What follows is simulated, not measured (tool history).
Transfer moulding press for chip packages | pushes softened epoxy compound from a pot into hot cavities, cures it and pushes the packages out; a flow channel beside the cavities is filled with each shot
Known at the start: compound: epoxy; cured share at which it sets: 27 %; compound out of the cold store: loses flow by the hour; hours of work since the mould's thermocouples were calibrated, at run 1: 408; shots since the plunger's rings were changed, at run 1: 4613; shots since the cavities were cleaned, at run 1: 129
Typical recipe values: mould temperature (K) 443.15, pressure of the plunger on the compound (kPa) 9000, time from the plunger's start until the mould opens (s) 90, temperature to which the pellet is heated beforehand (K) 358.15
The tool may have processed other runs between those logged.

run	hour	mould temperature (K)	pressure of the plunger on the compound (kPa)	time from the plunger's start until the mould opens (s)	temperature to which the pellet is heated beforehand (K)	hours of work since the mould's thermocouples were calibrated	shots since the plunger's rings were changed	shots since the cavities were cleaned	incoming compound's hours out of the cold store	length that the compound runs in the flow channel (mm)	greatest force on the pins that push the packages out (N)
1	0.0	443.15	9000	90	358.15	408	4613	129	13.5	545	403
2	27.8	443.15	9000	90	358.15	430	5039	555	26.3	504	420
# hour 34.2: cavities cleaned with cleaning compound and waxed
3	73.4	443.15	10370	90	358.15	464	5713	600	42.7	489	418
# hour 77.9: cavities cleaned with cleaning compound and waxed
4	104.1	443.15	9000	90	358.15	487	6161	402	34.6	480	418
# hour 112.0: plunger's sealing rings changed
# hour 124.5: cavities cleaned with cleaning compound and waxed
5	145.0	443.15	9000	90	358.15	517	482	313	29.4	490	413
# hour 168.6: cavities cleaned with cleaning compound and waxed
6	187.4	443.15	9000	90	358.15	549	1107	286	8.8	554	435
# hour 213.3: cavities cleaned with cleaning compound and waxed
7	224.2	443.15	7600	90	358.15	577	1648	166	22.1	472	417
# hour 256.4: cavities cleaned with cleaning compound and waxed
8	267.3	443.15	7600	90	358.15	609	2285	168	30.3	450	403
# hour 299.0: cavities cleaned with cleaning compound and waxed
9	308.7	443.15	7600	90	358.15	641	2895	148	33.0	442	408
# hour 343.5: cavities cleaned with cleaning compound and waxed
10	346.3	443.15	9000	90	367.15	669	3448	42	27.9	493	431
# hour 387.3: cavities cleaned with cleaning compound and waxed
11	392.6	443.15	9000	90	360.15	705	4134	81	24.4	513	411
# hour 431.2: cavities cleaned with cleaning compound and waxed
12	431.4	443.15	9000	90	360.15	734	4705	4	36.3	472	395
13	452.8	443.15	9000	90	354.15	751	5031	330	15.6	539	418
# hour 473.7: cavities cleaned with cleaning compound and waxed
14	482.9	443.15	7230	107	362.15	774	5469	140	28.2	443	372
15	508.0	443.15	7230	107	362.15	793	5854	525	28.5	442	376
# hour 514.9: mould's thermocouples calibrated
# hour 520.7: cavities cleaned with cleaning compound and waxed
# hour 540.0: plunger's sealing rings changed
16	557.3	443.15	7230	107	362.15	30	264	521	12.8	493	402
# hour 567.0: cavities cleaned with cleaning compound and waxed
17	583.6	443.15	8030	121	358.15	50	645	255	23.7	483	385
# hour 609.9: cavities cleaned with cleaning compound and waxed
18	620.3	443.15	8680	90	350.15	78	1182	158	23.5	504	434
# hour 654.4: cavities cleaned with cleaning compound and waxed
19	666.7	443.15	9760	97	358.15	113	1870	189	9.6	579	392
# hour 697.3: cavities cleaned with cleaning compound and waxed
20	715.7	443.15	9000	90	350.15	150	2597	281	21.9	512	446
# hour 739.8: cavities cleaned with cleaning compound and waxed
21	739.8	446.15	9000	114	349.15	168	2943	0	26.5	499	376
# hour 783.8: cavities cleaned with cleaning compound and waxed
22	788.3	445.15	8750	90	351.15	205	3662	69	47.8	429	380
# hour 826.1: cavities cleaned with cleaning compound and waxed
23	827.1	445.15	8750	90	351.15	235	4233	15	14.1	528	385
24	865.8	445.15	8750	90	351.15	265	4826	608	24.1	500	398
# hour 870.0: cavities cleaned with cleaning compound and waxed
25	894.6	447.15	8440	89	350.15	287	5244	377	24.8	489	393

Entry by entry between the runs, the difference in hidden state between the last listed run before and the first listed run after:
After run 2, before run 3: cavities cleaned with cleaning compound and waxed (hour 34.2)
  pressure that reaches the compound, % of what is set: 99.69 -> 99.64; grip of the stained cavities, % over clean ones': 1.3 -> 1.4
After run 3, before run 4: cavities cleaned with cleaning compound and waxed (hour 77.9)
  pressure that reaches the compound, % of what is set: 99.64 -> 99.62; grip of the stained cavities, % over clean ones': 1.4 -> 1.1
After run 4, before run 5: plunger's sealing rings changed (hour 112.0); cavities cleaned with cleaning compound and waxed (hour 124.5)
  pressure that reaches the compound, % of what is set: 99.62 -> 99.96; grip of the stained cavities, % over clean ones': 1.1 -> 0.9
After run 5, before run 6: cavities cleaned with cleaning compound and waxed (hour 168.6)
  pressure that reaches the compound, % of what is set: 99.96 -> 99.92; grip of the stained cavities, % over clean ones': 0.9 -> 0.7
After run 6, before run 7: cavities cleaned with cleaning compound and waxed (hour 213.3)
  pressure that reaches the compound, % of what is set: 99.92 -> 99.89; grip of the stained cavities, % over clean ones': 0.7 -> 0.5
After run 7, before run 8: cavities cleaned with cleaning compound and waxed (hour 256.4)
  pressure that reaches the compound, % of what is set: 99.89 -> 99.85; grip of the stained cavities, % over clean ones': 0.5 -> 0.6
After run 8, before run 9: cavities cleaned with cleaning compound and waxed (hour 299.0)
  pressure that reaches the compound, % of what is set: 99.85 -> 99.81; grip of the stained cavities, % over clean ones': 0.6 -> 0.4
After run 9, before run 10: cavities cleaned with cleaning compound and waxed (hour 343.5)
  true mould temperature over the reading, C: 0.01 -> 0.02; pressure that reaches the compound, % of what is set: 99.81 -> 99.78; grip of the stained cavities, % over clean ones': 0.4 -> 0.2
After run 10, before run 11: cavities cleaned with cleaning compound and waxed (hour 387.3)
  pressure that reaches the compound, % of what is set: 99.78 -> 99.74
After run 11, before run 12: cavities cleaned with cleaning compound and waxed (hour 431.2)
  pressure that reaches the compound, % of what is set: 99.74 -> 99.71; grip of the stained cavities, % over clean ones': 0.2 -> 0
After run 13, before run 14: cavities cleaned with cleaning compound and waxed (hour 473.7)
  pressure that reaches the compound, % of what is set: 99.69 -> 99.66; grip of the stained cavities, % over clean ones': 0.8 -> 0.5
After run 15, before run 16: mould's thermocouples calibrated (hour 514.9); cavities cleaned with cleaning compound and waxed (hour 520.7); plunger's sealing rings changed (hour 540.0)
  true mould temperature over the reading, C: 0.02 -> 0; pressure that reaches the compound, % of what is set: 99.64 -> 99.98
After run 16, before run 17: cavities cleaned with cleaning compound and waxed (hour 567.0)
  pressure that reaches the compound, % of what is set: 99.98 -> 99.96; grip of the stained cavities, % over clean ones': 1.3 -> 0.7
After run 17, before run 18: cavities cleaned with cleaning compound and waxed (hour 609.9)
  true mould temperature over the reading, C: 0 -> 0.01; pressure that reaches the compound, % of what is set: 99.96 -> 99.92; grip of the stained cavities, % over clean ones': 0.7 -> 0.5
After run 18, before run 19: cavities cleaned with cleaning compound and waxed (hour 654.4)
  pressure that reaches the compound, % of what is set: 99.92 -> 99.88; grip of the stained cavities, % over clean ones': 0.5 -> 0.6
After run 19, before run 20: cavities cleaned with cleaning compound and waxed (hour 697.3)
  pressure that reaches the compound, % of what is set: 99.88 -> 99.84; grip of the stained cavities, % over clean ones': 0.6 -> 0.8
After run 20, before run 21: cavities cleaned with cleaning compound and waxed (hour 739.8)
  pressure that reaches the compound, % of what is set: 99.84 -> 99.82; grip of the stained cavities, % over clean ones': 0.8 -> 0
After run 21, before run 22: cavities cleaned with cleaning compound and waxed (hour 783.8)
  pressure that reaches the compound, % of what is set: 99.82 -> 99.78; grip of the stained cavities, % over clean ones': 0 -> 0.2
After run 22, before run 23: cavities cleaned with cleaning compound and waxed (hour 826.1)
  pressure that reaches the compound, % of what is set: 99.78 -> 99.74; grip of the stained cavities, % over clean ones': 0.2 -> 0.1
After run 24, before run 25: cavities cleaned with cleaning compound and waxed (hour 870.0)
  pressure that reaches the compound, % of what is set: 99.7 -> 99.67; grip of the stained cavities, % over clean ones': 1.4 -> 1
